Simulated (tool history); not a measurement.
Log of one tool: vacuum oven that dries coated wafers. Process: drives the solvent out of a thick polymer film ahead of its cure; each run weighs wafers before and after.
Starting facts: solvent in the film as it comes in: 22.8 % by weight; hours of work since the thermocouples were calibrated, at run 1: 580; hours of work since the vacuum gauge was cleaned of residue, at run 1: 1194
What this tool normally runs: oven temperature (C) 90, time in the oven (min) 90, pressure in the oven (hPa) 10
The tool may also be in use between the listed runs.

run     day  oven temperature (C)  time in the oven (min)  pressure in the oven (hPa)  hours of work since the thermocouples were calibrated  hours of work since the vacuum gauge was cleaned of residue  solvent left in the film (%)
  1       0                    90                      90                          10                                                    580                                                         1194                          5.53
  2   3.154                    95                      90                          10                                                    612                                                         1227                          3.33
  3   5.075                    95                      90                          10                                                    632                                                         1246                          3.45
  4   8.267                    90                      90                         7.6                                                    665                                                         1279                          5.44
  5   9.633                    90                      88                          10                                                    679                                                         1293                           5.7
  6  11.262                    90                      88                          10                                                    696                                                         1310                          5.66
  7  13.071                    90                      99                          10                                                    714                                                         1329                             5
  8  15.167                    90                      56                          10                                                    736                                                         1350                          8.82
  9  17.192                    90                      56                          10                                                    757                                                         1371                          8.68
 10  19.025                    90                      56                          10                                                    775                                                         1390                          8.95
 11  21.454                    90                      56                          10                                                    800                                                         1415                          8.88
 12  24.342                    90                      56                          10                                                    830                                                         1445                          8.74
     24.671  -- vacuum gauge cleaned of residue and calibrated
 13  26.417                    90                      90                          10                                                    851                                                           18                          5.75
 14  29.546                    90                      90                          10                                                    883                                                           50                          5.75
     31.517  -- vacuum gauge cleaned of residue and calibrated, once more
 15  31.883                    90                      90                          10                                                    906                                                            4                          5.73
 16  34.604                    92                      90                          10                                                    934                                                           32                          4.83
 17  36.742                    92                      77                        16.4                                                    956                                                           54                          6.05
 18  39.621                    92                      77                        16.4                                                    986                                                           83                          6.02
 19  41.796                    92                      77                        16.4                                                   1008                                                          106                             6
 20  44.775                    92                      58                        16.4                                                   1039                                                          136                          7.97
 21  46.988                    92                      58                        16.4                                                   1062                                                          159                          7.82
 22  48.417                    79                      50                        16.4                                                   1077                                                          174                          14.6
 23  51.008                    79                      50                        16.4                                                   1103                                                          201                         14.46
 24  53.942                    78                      79                        11.4                                                   1133                                                          231                         12.57
 25  56.875                    78                      79                        11.4                                                   1164                                                          261                         12.73
 26  59.479                    76                      66                          10                                                   1190                                                          288                         14.04
 27  61.271                    76                      66                          10                                                   1209                                                          306                         14.19
 28  62.783                    90                      90                        36.7                                                   1224                                                          322                          7.01
 29  66.038                    89                      67                        19.3                                                   1258                                                          355                          8.81
     66.879  -- oven's thermocouples calibrated
 30  68.571                    89                      67                        19.3                                                     17                                                          380                          7.94
 31  70.758                    75                     143                        18.7                                                     40                                                          403                         10.57

Consider 5 possible next runs. They are alternatives, not a sequence: every one starts from the tool as it was left by run 31. What does each give?
  A  72.804                    80                     130                          10                                                     61                                                          424                             ?
  B  72.804                    75                     125                        13.2                                                     61                                                          424                             ?
  C  72.804                   104                      95                        18.7                                                     61                                                          424                             ?
  D  72.804                    90                     143                        18.7                                                     61                                                          424                             ?
  E  72.804                    75                      69                        25.2                                                     61                                                          424                             ?

run  solvent left in the film (%)
  A                          8.02
  B                         11.02
  C                          0.93
  D                             3
  E                         14.49
What these runs would have given with no unlogged condition in the tool:
run  solvent left in the film (%)
  A                          7.65
  B                         10.67
  C                          0.83
  D                          2.74
  E                         14.22

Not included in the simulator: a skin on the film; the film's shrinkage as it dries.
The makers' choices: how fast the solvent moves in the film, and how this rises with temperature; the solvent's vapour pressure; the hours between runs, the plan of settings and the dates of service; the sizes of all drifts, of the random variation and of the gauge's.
